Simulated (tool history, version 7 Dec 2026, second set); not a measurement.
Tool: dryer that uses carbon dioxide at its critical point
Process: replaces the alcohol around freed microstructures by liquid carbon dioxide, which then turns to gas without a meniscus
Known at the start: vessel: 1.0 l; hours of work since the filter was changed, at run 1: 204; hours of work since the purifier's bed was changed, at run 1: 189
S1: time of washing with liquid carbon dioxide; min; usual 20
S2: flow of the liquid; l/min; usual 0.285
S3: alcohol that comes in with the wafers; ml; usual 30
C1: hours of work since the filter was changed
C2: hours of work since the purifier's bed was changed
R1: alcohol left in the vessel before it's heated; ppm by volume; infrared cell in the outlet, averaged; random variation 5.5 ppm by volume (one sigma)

Run 1, hour 0: usual settings; C1 204; C2 189. Result: R1 194 ppm by volume.
Run 2, hour 6.4: usual settings but S2 0.357 l/min; C1 207; C2 192. Result: R1 60 ppm by volume.
Run 3, hour 15.2: usual settings but S2 0.254 l/min; C1 211; C2 196. Result: R1 329 ppm by volume.
Run 4, hour 29.7: usual settings but S2 0.254 l/min; C1 217; C2 202. Result: R1 364 ppm by volume.
Run 5, hour 44.9: usual settings but S2 0.254 l/min; C1 224; C2 209. Result: R1 353 ppm by volume.
Run 6, hour 56.8: usual settings; C1 229; C2 214. Result: R1 214 ppm by volume.
Run 7, hour 65.1: usual settings; C1 233; C2 218. Result: R1 209 ppm by volume.
Run 8, hour 72.5: usual settings but S1 12 min; C1 236; C2 221. Result: R1 1440 ppm by volume.
Run 9, hour 83.1: usual settings but S1 12 min; C1 241; C2 226. Result: R1 1449 ppm by volume.
Run 10, hour 91.3: usual settings but S1 12 min; C1 244; C2 230. Result: R1 1497 ppm by volume.
Run 11, hour 102.6: usual settings but S1 12 min; C1 249; C2 235. Result: R1 1463 ppm by volume.
Run 12, hour 113.4: usual settings but S1 12 min; C1 254; C2 239. Result: R1 1468 ppm by volume.
Run 13, hour 128.2: usual settings but S1 12 min; C1 261; C2 246. Result: R1 1469 ppm by volume.
Run 14, hour 136.5: usual settings but S1 12 min, S3 61 ml; C1 265; C2 250. Result: R1 2906 ppm by volume.
Run 15, hour 147.8: usual settings but S1 12 min, S3 61 ml; C1 270; C2 255. Result: R1 2930 ppm by volume.
Run 16, hour 162.7: usual settings but S1 12 min, S3 61 ml; C1 276; C2 261. Result: R1 2930 ppm by volume.
Run 17, hour 170.8: usual settings but S1 12 min, S3 61 ml; C1 280; C2 265. Result: R1 3001 ppm by volume.
Run 18, hour 180.3: usual settings but S1 13 min; C1 284; C2 269. Result: R1 1111 ppm by volume.
Run 19, hour 190: usual settings; C1 288; C2 273. Result: R1 225 ppm by volume.
Run 20, hour 204: usual settings; C1 295; C2 280. Result: R1 236 ppm by volume.
Run 21, hour 214.6: usual settings but S3 44 ml; C1 299; C2 284. Result: R1 325 ppm by volume.
Run 22, hour 229.7: usual settings; C1 306; C2 291. Result: R1 232 ppm by volume.
Run 23, hour 240.6: usual settings; C1 311; C2 296. Result: R1 230 ppm by volume.
Run 24, hour 250.2: usual settings but S1 19 min, S2 0.249 l/min; C1 315; C2 300. Result: R1 535 ppm by volume.
Run 25, hour 259.5: usual settings but S1 26 min, S3 115 ml; C1 319; C2 304. Result: R1 190 ppm by volume.
Run 26, hour 270.2: usual settings but S1 26 min, S2 0.227 l/min, S3 100 ml; C1 324; C2 309. Result: R1 650 ppm by volume.
Run 27, hour 284.2: usual settings but S1 17 min, S3 97 ml; C1 330; C2 315. Result: R1 1404 ppm by volume.
Run 28, hour 291.5: usual settings but S1 16 min, S3 32 ml; C1 333; C2 319. Result: R1 628 ppm by volume.
Run 29, hour 298.8: usual settings but S2 0.377 l/min, S3 37 ml; C1 337; C2 322. Result: R1 83 ppm by volume.
Run 30, hour 306.4: usual settings but S2 0.377 l/min, S3 37 ml; C1 340; C2 325. Result: R1 86 ppm by volume.
Run 31, hour 317.6: usual settings but S2 0.18 l/min, S3 37 ml; C1 345; C2 330. Result: R1 1826 ppm by volume.
Run 32, hour 328.6: usual settings but S2 0.18 l/min, S3 37 ml; C1 350; C2 335. Result: R1 1883 ppm by volume.
Run 33, hour 343.2: usual settings but S2 0.18 l/min, S3 37 ml; C1 356; C2 341. Result: R1 1788 ppm by volume.
Run 34, hour 358.2: usual settings but S3 37 ml; C1 363; C2 348. Result: R1 288 ppm by volume.
Run 35, hour 365.7: usual settings but S1 15 min, S2 0.395 l/min, S3 117 ml; C1 366; C2 351. Result: R1 613 ppm by volume.
Run 36, hour 380.7: usual settings but S1 18 min, S2 0.215 l/min, S3 32 ml; C1 373; C2 358. Result: R1 1233 ppm by volume.
Run 37, hour 388.2: usual settings but S1 30 min, S2 0.483 l/min; C1 376; C2 361. Result: R1 39 ppm by volume.
Run 38, hour 403.1: usual settings but S1 16 min, S2 0.21 l/min; C1 383; C2 368. Result: R1 1769 ppm by volume.
Run 39, hour 418.6: usual settings but S1 25 min, S2 0.3 l/min, S3 104 ml; C1 390; C2 375. Result: R1 192 ppm by volume.
Run 40, hour 429.9: usual settings but S1 15 min, S2 0.181 l/min, S3 104 ml; C1 395; C2 380. Result: R1 10836 ppm by volume.
Run 41, hour 440.4: usual settings but S1 15 min, S2 0.181 l/min, S3 104 ml; C1 399; C2 385. Result: R1 10815 ppm by volume.
Run 42, hour 454.2: usual settings but S1 22 min, S2 0.181 l/min, S3 32 ml; C1 406; C2 391. Result: R1 1204 ppm by volume.
Run 43, hour 469.5: usual settings but S1 21 min, S3 83 ml; C1 412; C2 398. Result: R1 513 ppm by volume.
Run 44, hour 482.8: usual settings but S1 22 min, S2 0.177 l/min, S3 48 ml; C1 418; C2 403. Result: R1 1908 ppm by volume.
Run 45, hour 490.2: usual settings but S1 13 min, S2 0.269 l/min, S3 85 ml; C1 422; C2 407. Result: R1 4323 ppm by volume.
Run 46, hour 500.6: usual settings but S1 18 min, S2 0.447 l/min; C1 426; C2 411. Result: R1 71 ppm by volume.

Forecast each of these 3 alternatives for the next run:
Run A, hour 512.2: usual settings but S1 22 min, S2 0.24 l/min, S3 38 ml; C1 431; C2 416. Result: R1 ?.
Run B, hour 512.2: usual settings but S1 16 min, S2 0.218 l/min, S3 69 ml; C1 431; C2 416. Result: R1 ?.
Run C, hour 512.2: usual settings but S1 30 min, S2 0.431 l/min, S3 86 ml; C1 431; C2 416. Result: R1 ?.

run    R1
  A   487
  B  3801
  C    45
Without the tool's hidden state the same runs would have given:
run    R1
  A   304
  B  2931
  C     0
